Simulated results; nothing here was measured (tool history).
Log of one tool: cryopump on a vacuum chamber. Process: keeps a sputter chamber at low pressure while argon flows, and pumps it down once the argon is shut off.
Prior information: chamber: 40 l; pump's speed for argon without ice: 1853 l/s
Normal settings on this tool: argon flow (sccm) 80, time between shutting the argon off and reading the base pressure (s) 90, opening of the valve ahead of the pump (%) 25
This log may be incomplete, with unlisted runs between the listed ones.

run	hour	argon flow (sccm)	time between shutting the argon off and reading the base pressure (s)	opening of the valve ahead of the pump (%)	pressure while argon flows (Pa)	pressure after the wait (uPa)
1	0	80	90	25	0.2948	0.88
2	17.7	80	90	25	0.2953	0.95
3	36.8	80	90	25	0.2962	0.96
4	52.7	80	90	25	0.2961	0.93
5	73.1	80	90	25	0.2961	0.92
6	89.1	80	90	44	0.1706	0.96
7	98.8	103	90	44	0.2189	0.94
8	113.1	80	90	25	0.295	0.9
9	132.3	80	90	25	0.2942	0.92
10	141.6	80	90	20	0.3691	0.95
11	151.6	35	241	25	0.1302	0.58
12	169.3	42	98	40	0.099	0.84
13	186.2	63	270	25	0.2344	0.54
14	201	35	56	25	0.1303	1.27
15	219.1	35	56	25	0.1287	1.27
16	240	35	56	25	0.1293	1.27
17	259.2	35	56	25	0.1304	1.3
18	271.3	35	56	25	0.1299	1.31
19	291.8	67	116	51	0.1253	0.86
20	304	67	116	16	0.3859	0.83

Measured less the same run without the tool's hidden state. The same run-to-run variation is in both; the gauge's scatter may not be:
What the log doesn't record here: pump's speed, % of a pump's without ice; cold plate's temperature, K; leak into the chamber, uPa l/s; drift of the gauge itself on working_pa, %; drift of the gauge itself on base_upa, %.
run	pressure while argon flows (Pa)	pressure after the wait (uPa)
1	+0.0037	+0.17
2	+0.0039	+0.17
3	+0.004	+0.18
4	+0.0041	+0.18
5	+0.0042	+0.17
6	+0.0042	+0.18
7	+0.0055	+0.18
8	+0.0044	+0.18
9	+0.0045	+0.19
10	+0.0045	+0.18
11	+0.002	+0.18
12	+0.0024	+0.19
13	+0.0038	+0.18
14	+0.0022	+0.18
15	+0.0021	+0.19
16	+0.0023	+0.19
17	+0.0022	+0.19
18	+0.0023	+0.2
19	+0.0045	+0.2
20	+0.0045	+0.2
